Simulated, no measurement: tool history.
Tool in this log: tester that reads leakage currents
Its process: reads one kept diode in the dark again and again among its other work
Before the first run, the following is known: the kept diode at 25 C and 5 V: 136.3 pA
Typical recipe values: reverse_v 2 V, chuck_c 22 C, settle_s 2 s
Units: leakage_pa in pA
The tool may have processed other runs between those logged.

{"run": 1, "hour": 0.0, "reverse_v": 2, "chuck_c": 22, "settle_s": 2, "leakage_pa": 89.54}
{"run": 2, "hour": 93.4, "reverse_v": 2, "chuck_c": 22, "settle_s": 2, "leakage_pa": 90.69}
{"run": 3, "hour": 229.8, "reverse_v": 2, "chuck_c": 22, "settle_s": 0.52, "leakage_pa": 92.16}
{"run": 4, "hour": 362.3, "reverse_v": 2, "chuck_c": 22, "settle_s": 2, "leakage_pa": 91.87}
{"run": 5, "hour": 518.4, "reverse_v": 2, "chuck_c": 38, "settle_s": 2, "leakage_pa": 364.65}
{"run": 6, "hour": 691.8, "reverse_v": 2, "chuck_c": 38, "settle_s": 2, "leakage_pa": 369.18}
{"hour": 758.1, "done": "probe card cleaned and baked"}
{"run": 7, "hour": 795.3, "reverse_v": 2.7, "chuck_c": 38, "settle_s": 2, "leakage_pa": 409.1}
{"run": 8, "hour": 961.0, "reverse_v": 2, "chuck_c": 22, "settle_s": 2, "leakage_pa": 97.41}
{"hour": 1049.4, "done": "probe card cleaned and baked, once more"}
{"run": 9, "hour": 1056.9, "reverse_v": 2, "chuck_c": 53, "settle_s": 2, "leakage_pa": 1210.3}
{"hour": 1101.4, "done": "chuck's temperature calibrated"}
{"run": 10, "hour": 1139.2, "reverse_v": 2, "chuck_c": 53, "settle_s": 2, "leakage_pa": 1079.02}
{"run": 11, "hour": 1264.1, "reverse_v": 2, "chuck_c": 53, "settle_s": 2, "leakage_pa": 1080.51}
{"run": 12, "hour": 1413.2, "reverse_v": 2, "chuck_c": 22, "settle_s": 5.23, "leakage_pa": 80.48}
{"run": 13, "hour": 1490.9, "reverse_v": 2, "chuck_c": 22, "settle_s": 5.23, "leakage_pa": 80.43}
{"hour": 1562.1, "done": "tester calibrated"}
{"run": 14, "hour": 1566.0, "reverse_v": 2, "chuck_c": 22, "settle_s": 5.23, "leakage_pa": 80.07}
{"run": 15, "hour": 1724.5, "reverse_v": 2, "chuck_c": 27, "settle_s": 2, "leakage_pa": 128.47}
{"run": 16, "hour": 1812.4, "reverse_v": 2, "chuck_c": 27, "settle_s": 2, "leakage_pa": 127.95}
{"run": 17, "hour": 1904.8, "reverse_v": 2, "chuck_c": 27, "settle_s": 2, "leakage_pa": 128.78}
{"run": 18, "hour": 2059.3, "reverse_v": 2, "chuck_c": 27, "settle_s": 2, "leakage_pa": 130.79}
{"run": 19, "hour": 2154.0, "reverse_v": 2, "chuck_c": 27, "settle_s": 2, "leakage_pa": 130.95}
{"run": 20, "hour": 2297.8, "reverse_v": 7.59, "chuck_c": 23, "settle_s": 2, "leakage_pa": 149.45}
{"run": 21, "hour": 2456.1, "reverse_v": 7.59, "chuck_c": 23, "settle_s": 2, "leakage_pa": 150.87}
{"run": 22, "hour": 2580.4, "reverse_v": 4.37, "chuck_c": 25, "settle_s": 6.8, "leakage_pa": 147.37}
{"run": 23, "hour": 2704.4, "reverse_v": 4.37, "chuck_c": 25, "settle_s": 6.8, "leakage_pa": 148.92}
{"run": 24, "hour": 2801.2, "reverse_v": 4.37, "chuck_c": 25, "settle_s": 6.8, "leakage_pa": 151.37}
{"run": 25, "hour": 2972.7, "reverse_v": 2, "chuck_c": 22, "settle_s": 0.31, "leakage_pa": 90.73}
{"run": 26, "hour": 3108.5, "reverse_v": 3.73, "chuck_c": 46, "settle_s": 3.08, "leakage_pa": 822.56}
{"hour": 3220.0, "done": "probe card cleaned and baked"}
{"run": 27, "hour": 3252.9, "reverse_v": 3.73, "chuck_c": 46, "settle_s": 3.08, "leakage_pa": 815.05}
{"run": 28, "hour": 3369.0, "reverse_v": 3.73, "chuck_c": 46, "settle_s": 3.08, "leakage_pa": 820.33}
{"run": 29, "hour": 3506.0, "reverse_v": 3.74, "chuck_c": 22, "settle_s": 3.85, "leakage_pa": 106.88}
{"run": 30, "hour": 3652.9, "reverse_v": 1.95, "chuck_c": 34, "settle_s": 8.31, "leakage_pa": 253.17}
{"run": 31, "hour": 3734.2, "reverse_v": 1.95, "chuck_c": 34, "settle_s": 8.31, "leakage_pa": 253.96}
{"run": 32, "hour": 3878.3, "reverse_v": 2, "chuck_c": 20, "settle_s": 9.37, "leakage_pa": 74.63}
{"hour": 3952.7, "done": "chuck's temperature calibrated"}
{"run": 33, "hour": 3979.6, "reverse_v": 2.96, "chuck_c": 20, "settle_s": 2.28, "leakage_pa": 78.48}
{"run": 34, "hour": 4051.7, "reverse_v": 2.96, "chuck_c": 20, "settle_s": 1.47, "leakage_pa": 78.93}
{"run": 35, "hour": 4125.1, "reverse_v": 15.02, "chuck_c": 20, "settle_s": 3.15, "leakage_pa": 143.71}
{"run": 36, "hour": 4231.2, "reverse_v": 8.62, "chuck_c": 20, "settle_s": 3.15, "leakage_pa": 117.43}
{"run": 37, "hour": 4317.4, "reverse_v": 8.62, "chuck_c": 20, "settle_s": 3.15, "leakage_pa": 119.3}
{"run": 38, "hour": 4444.4, "reverse_v": 2, "chuck_c": 22, "settle_s": 0.98, "leakage_pa": 85.41}

Consider 4 possible next runs. They are alternatives, not a sequence: every one starts from the tool as it was left by run 38. What does each give?
{"run": "A", "hour": 4519.8, "reverse_v": 2, "chuck_c": 51, "settle_s": 3.41, "leakage_pa": "?"}
{"run": "B", "hour": 4519.8, "reverse_v": 2, "chuck_c": 22, "settle_s": 1.48, "leakage_pa": "?"}
{"run": "C", "hour": 4519.8, "reverse_v": 2.17, "chuck_c": 22, "settle_s": 1.2, "leakage_pa": "?"}
{"run": "D", "hour": 4519.8, "reverse_v": 2, "chuck_c": 27, "settle_s": 0.42, "leakage_pa": "?"}

run=A leakage_pa=960.9
run=B leakage_pa=85.79
run=C leakage_pa=88.36
run=D leakage_pa=134.85
Stripped of hidden state, with their random variation kept, the same runs would have yielded:
run=A leakage_pa=911.81
run=B leakage_pa=78
run=C leakage_pa=80.18
run=D leakage_pa=124.6
